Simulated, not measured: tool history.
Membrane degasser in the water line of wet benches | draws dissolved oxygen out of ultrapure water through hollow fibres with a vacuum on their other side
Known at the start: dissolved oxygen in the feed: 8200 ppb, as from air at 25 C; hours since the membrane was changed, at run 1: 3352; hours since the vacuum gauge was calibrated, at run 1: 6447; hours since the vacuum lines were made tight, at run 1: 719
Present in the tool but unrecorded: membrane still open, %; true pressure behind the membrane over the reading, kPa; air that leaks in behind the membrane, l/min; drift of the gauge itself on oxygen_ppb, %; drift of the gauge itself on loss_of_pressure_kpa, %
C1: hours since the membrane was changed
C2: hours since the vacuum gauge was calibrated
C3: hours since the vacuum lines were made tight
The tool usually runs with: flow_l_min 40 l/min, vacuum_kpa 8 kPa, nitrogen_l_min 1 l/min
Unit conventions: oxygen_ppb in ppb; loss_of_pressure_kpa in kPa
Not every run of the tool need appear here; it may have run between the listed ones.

{"run": 1, "hour": 0.0, "flow_l_min": 40, "vacuum_kpa": 8, "nitrogen_l_min": 1, "C1": 3352, "C2": 6447, "C3": 719, "oxygen_ppb": 381.4, "loss_of_pressure_kpa": 26.06}
{"run": 2, "hour": 57.0, "flow_l_min": 40, "vacuum_kpa": 8, "nitrogen_l_min": 1, "C1": 3408, "C2": 6504, "C3": 775, "oxygen_ppb": 394.7, "loss_of_pressure_kpa": 26.03}
{"run": 3, "hour": 189.7, "flow_l_min": 40, "vacuum_kpa": 8, "nitrogen_l_min": 1, "C1": 3541, "C2": 6637, "C3": 908, "oxygen_ppb": 384.6, "loss_of_pressure_kpa": 26.04}
{"run": 4, "hour": 324.0, "flow_l_min": 25, "vacuum_kpa": 8, "nitrogen_l_min": 1, "C1": 3676, "C2": 6771, "C3": 1043, "oxygen_ppb": 252.4, "loss_of_pressure_kpa": 15.98}
{"run": 5, "hour": 416.0, "flow_l_min": 40, "vacuum_kpa": 8, "nitrogen_l_min": 1, "C1": 3768, "C2": 6863, "C3": 1134, "oxygen_ppb": 381.2, "loss_of_pressure_kpa": 25.88}
{"run": 6, "hour": 533.3, "flow_l_min": 40, "vacuum_kpa": 8, "nitrogen_l_min": 1, "C1": 3885, "C2": 6981, "C3": 1252, "oxygen_ppb": 388.9, "loss_of_pressure_kpa": 26.03}
{"run": 7, "hour": 601.7, "flow_l_min": 40, "vacuum_kpa": 8, "nitrogen_l_min": 1, "C1": 3953, "C2": 7049, "C3": 1320, "oxygen_ppb": 379.9, "loss_of_pressure_kpa": 25.97}
{"run": 8, "hour": 700.7, "flow_l_min": 40, "vacuum_kpa": 8, "nitrogen_l_min": 1, "C1": 4052, "C2": 7148, "C3": 1419, "oxygen_ppb": 382.6, "loss_of_pressure_kpa": 26.32}
{"run": 9, "hour": 767.9, "flow_l_min": 40, "vacuum_kpa": 8, "nitrogen_l_min": 1, "C1": 4119, "C2": 7215, "C3": 1486, "oxygen_ppb": 377.5, "loss_of_pressure_kpa": 26.14}
{"run": 10, "hour": 853.8, "flow_l_min": 40, "vacuum_kpa": 8, "nitrogen_l_min": 1, "C1": 4205, "C2": 7301, "C3": 1572, "oxygen_ppb": 384.4, "loss_of_pressure_kpa": 26.19}
{"run": 11, "hour": 966.9, "flow_l_min": 40, "vacuum_kpa": 8, "nitrogen_l_min": 1, "C1": 4318, "C2": 7414, "C3": 1685, "oxygen_ppb": 381.8, "loss_of_pressure_kpa": 26.42}
{"hour": 1028.1, "done": "vacuum gauge calibrated"}
{"run": 12, "hour": 1099.3, "flow_l_min": 43, "vacuum_kpa": 8, "nitrogen_l_min": 1, "C1": 4450, "C2": 71, "C3": 1817, "oxygen_ppb": 412.4, "loss_of_pressure_kpa": 27.75}
{"run": 13, "hour": 1197.5, "flow_l_min": 43, "vacuum_kpa": 8, "nitrogen_l_min": 1, "C1": 4549, "C2": 169, "C3": 1916, "oxygen_ppb": 409.2, "loss_of_pressure_kpa": 28.02}
{"run": 14, "hour": 1317.1, "flow_l_min": 35, "vacuum_kpa": 8.25, "nitrogen_l_min": 0.86, "C1": 4668, "C2": 289, "C3": 2035, "oxygen_ppb": 401.8, "loss_of_pressure_kpa": 22.66}
{"run": 15, "hour": 1444.1, "flow_l_min": 35, "vacuum_kpa": 8.25, "nitrogen_l_min": 0.86, "C1": 4795, "C2": 416, "C3": 2162, "oxygen_ppb": 403.3, "loss_of_pressure_kpa": 23.06}
{"run": 16, "hour": 1552.6, "flow_l_min": 53, "vacuum_kpa": 8.25, "nitrogen_l_min": 0.86, "C1": 4904, "C2": 525, "C3": 2271, "oxygen_ppb": 553.6, "loss_of_pressure_kpa": 34.23}
{"run": 17, "hour": 1619.2, "flow_l_min": 53, "vacuum_kpa": 8.22, "nitrogen_l_min": 2.27, "C1": 4970, "C2": 591, "C3": 2337, "oxygen_ppb": 274.2, "loss_of_pressure_kpa": 34.28}
{"run": 18, "hour": 1687.2, "flow_l_min": 59, "vacuum_kpa": 11.5, "nitrogen_l_min": 0.61, "C1": 5038, "C2": 659, "C3": 2405, "oxygen_ppb": 1158.7, "loss_of_pressure_kpa": 39}
{"run": 19, "hour": 1767.9, "flow_l_min": 40, "vacuum_kpa": 15.95, "nitrogen_l_min": 2.21, "C1": 5119, "C2": 740, "C3": 2486, "oxygen_ppb": 504.4, "loss_of_pressure_kpa": 26.22}
{"run": 20, "hour": 1872.0, "flow_l_min": 56, "vacuum_kpa": 15.95, "nitrogen_l_min": 1.14, "C1": 5223, "C2": 844, "C3": 2590, "oxygen_ppb": 1088.1, "loss_of_pressure_kpa": 36.28}
{"run": 21, "hour": 1956.2, "flow_l_min": 56, "vacuum_kpa": 15.95, "nitrogen_l_min": 1.14, "C1": 5307, "C2": 928, "C3": 2674, "oxygen_ppb": 1106.5, "loss_of_pressure_kpa": 36.46}
{"run": 22, "hour": 2026.3, "flow_l_min": 56, "vacuum_kpa": 15.95, "nitrogen_l_min": 2.03, "C1": 5377, "C2": 998, "C3": 2744, "oxygen_ppb": 712.3, "loss_of_pressure_kpa": 36.67}
{"run": 23, "hour": 2101.1, "flow_l_min": 50, "vacuum_kpa": 15.95, "nitrogen_l_min": 0.61, "C1": 5452, "C2": 1073, "C3": 2819, "oxygen_ppb": 1501.6, "loss_of_pressure_kpa": 32.56}

Entry by entry between the runs, the difference in hidden state between the last listed run before and the first listed run after:
Logged between run 11 and run 12: vacuum gauge calibrated (hour 1028.1)
  true pressure behind the membrane over the reading, kPa: 0.01 -> 0
